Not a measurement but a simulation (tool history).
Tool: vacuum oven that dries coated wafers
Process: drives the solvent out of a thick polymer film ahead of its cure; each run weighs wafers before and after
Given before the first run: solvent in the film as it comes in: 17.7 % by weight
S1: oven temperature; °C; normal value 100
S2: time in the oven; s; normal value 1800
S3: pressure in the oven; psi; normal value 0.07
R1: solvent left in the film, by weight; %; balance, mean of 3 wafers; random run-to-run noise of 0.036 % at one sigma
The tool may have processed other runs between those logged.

run	day	S1	S2	S3	R1
1	0.000	100	1800	0.07	0.87
2	0.762	100	1800	0.07	0.88
3	1.275	100	1800	0.07	0.99
4	1.712	97	1800	0.07	1.31
5	2.338	97	1800	0.07	1.26
6	2.738	100	1800	0.07	0.87
7	3.358	100	1800	0.07	0.92
8	3.804	100	1800	0.07	0.93

Estimate the outcome of run 9 from the log above:
9	4.546	111	1620	0.07	?

{"run 9": {"R1": 0.24}}
The same run, on a tool lacking any hidden state, would have yielded R1 0.24 %.
